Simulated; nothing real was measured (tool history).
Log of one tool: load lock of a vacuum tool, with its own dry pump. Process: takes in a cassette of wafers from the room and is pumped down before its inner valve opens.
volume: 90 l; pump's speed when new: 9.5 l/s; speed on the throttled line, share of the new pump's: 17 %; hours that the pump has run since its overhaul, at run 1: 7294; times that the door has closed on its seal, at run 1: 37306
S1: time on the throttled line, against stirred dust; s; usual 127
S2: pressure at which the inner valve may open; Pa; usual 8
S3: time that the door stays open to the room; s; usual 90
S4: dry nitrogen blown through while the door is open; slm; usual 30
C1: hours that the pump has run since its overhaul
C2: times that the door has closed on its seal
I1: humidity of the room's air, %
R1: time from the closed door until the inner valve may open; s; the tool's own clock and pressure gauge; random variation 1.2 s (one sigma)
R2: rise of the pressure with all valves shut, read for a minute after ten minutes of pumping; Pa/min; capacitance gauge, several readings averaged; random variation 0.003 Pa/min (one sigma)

{"run": 1, "hour": 0.0, "S1": 127, "S2": 8, "S3": 90, "S4": 30, "C1": 7294, "C2": 37306, "I1": 43.4, "R1": 202.1, "R2": 0.094}
{"run": 2, "hour": 114.0, "S1": 127, "S2": 8, "S3": 90, "S4": 30, "C1": 7408, "C2": 37796, "I1": 46.3, "R1": 204.9, "R2": 0.102}
{"run": 3, "hour": 301.2, "S1": 127, "S2": 8, "S3": 90, "S4": 4, "C1": 7596, "C2": 38602, "I1": 45.4, "R1": 205.3, "R2": 0.146}
{"run": 4, "hour": 389.2, "S1": 170, "S2": 8, "S3": 90, "S4": 30, "C1": 7684, "C2": 38980, "I1": 42.1, "R1": 239.6, "R2": 0.105}
{"run": 5, "hour": 514.8, "S1": 170, "S2": 8, "S3": 90, "S4": 30, "C1": 7809, "C2": 39521, "I1": 48.5, "R1": 238.3, "R2": 0.112}
{"run": 6, "hour": 665.6, "S1": 170, "S2": 8, "S3": 90, "S4": 30, "C1": 7960, "C2": 40169, "I1": 46.6, "R1": 240.1, "R2": 0.111}
{"run": 7, "hour": 840.5, "S1": 170, "S2": 7, "S3": 90, "S4": 30, "C1": 8135, "C2": 40922, "I1": 44.3, "R1": 241.8, "R2": 0.106}
{"run": 8, "hour": 930.2, "S1": 161, "S2": 8, "S3": 90, "S4": 30, "C1": 8225, "C2": 41308, "I1": 42.3, "R1": 232.4, "R2": 0.107}
{"run": 9, "hour": 1115.8, "S1": 168, "S2": 8, "S3": 90, "S4": 30, "C1": 8410, "C2": 42106, "I1": 44.8, "R1": 240.6, "R2": 0.115}
{"run": 10, "hour": 1228.4, "S1": 168, "S2": 8, "S3": 90, "S4": 30, "C1": 8523, "C2": 42591, "I1": 47.5, "R1": 239.3, "R2": 0.117}
{"run": 11, "hour": 1420.9, "S1": 127, "S2": 8, "S3": 90, "S4": 30, "C1": 8715, "C2": 43419, "I1": 47.2, "R1": 205.8, "R2": 0.118}
{"run": 12, "hour": 1550.6, "S1": 127, "S2": 8, "S3": 142, "S4": 30, "C1": 8845, "C2": 43977, "I1": 45.8, "R1": 207.3, "R2": 0.133}
{"run": 13, "hour": 1634.7, "S1": 67, "S2": 8, "S3": 90, "S4": 30, "C1": 8929, "C2": 44339, "I1": 45.6, "R1": 159.4, "R2": 0.118}
{"run": 14, "hour": 1810.2, "S1": 67, "S2": 8, "S3": 90, "S4": 30, "C1": 9105, "C2": 45094, "I1": 43.9, "R1": 159, "R2": 0.118}
{"run": 15, "hour": 1911.0, "S1": 67, "S2": 8, "S3": 90, "S4": 30, "C1": 9205, "C2": 45528, "I1": 43.8, "R1": 160.2, "R2": 0.12}
{"run": 16, "hour": 2055.3, "S1": 127, "S2": 8, "S3": 90, "S4": 11, "C1": 9350, "C2": 46149, "I1": 46.2, "R1": 204.8, "R2": 0.148}
{"run": 17, "hour": 2166.0, "S1": 127, "S2": 8, "S3": 128, "S4": 30, "C1": 9460, "C2": 46625, "I1": 45, "R1": 206.8, "R2": 0.147}
{"run": 18, "hour": 2316.7, "S1": 127, "S2": 8, "S3": 128, "S4": 30, "C1": 9611, "C2": 47274, "I1": 45.6, "R1": 206.6, "R2": 0.139}
{"run": 19, "hour": 2518.8, "S1": 127, "S2": 8, "S3": 128, "S4": 30, "C1": 9813, "C2": 48143, "I1": 42.4, "R1": 206.8, "R2": 0.136}
{"run": 20, "hour": 2702.6, "S1": 127, "S2": 8, "S3": 128, "S4": 30, "C1": 9997, "C2": 48934, "I1": 47, "R1": 205.4, "R2": 0.148}
{"run": 21, "hour": 2853.6, "S1": 127, "S2": 8, "S3": 128, "S4": 30, "C1": 10148, "C2": 49584, "I1": 44, "R1": 207.4, "R2": 0.135}
{"run": 22, "hour": 3033.6, "S1": 132, "S2": 8, "S3": 43, "S4": 5, "C1": 10328, "C2": 50358, "I1": 43.7, "R1": 212.4, "R2": 0.141}
{"run": 23, "hour": 3219.2, "S1": 132, "S2": 8, "S3": 43, "S4": 5, "C1": 10514, "C2": 51157, "I1": 46.1, "R1": 208.6, "R2": 0.147}

Run 24 comes next. What will it give?
{"run": 24, "hour": 3351.7, "S1": 132, "S2": 8, "S3": 43, "S4": 5, "C1": 10646, "C2": 51727, "I1": 45.8, "R1": "?", "R2": "?"}

{"run 24": {"R1": 213.1, "R2": 0.151}}
Without the tool's hidden state the same run would have given R1 200.3 s, R2 0.047 Pa/min.
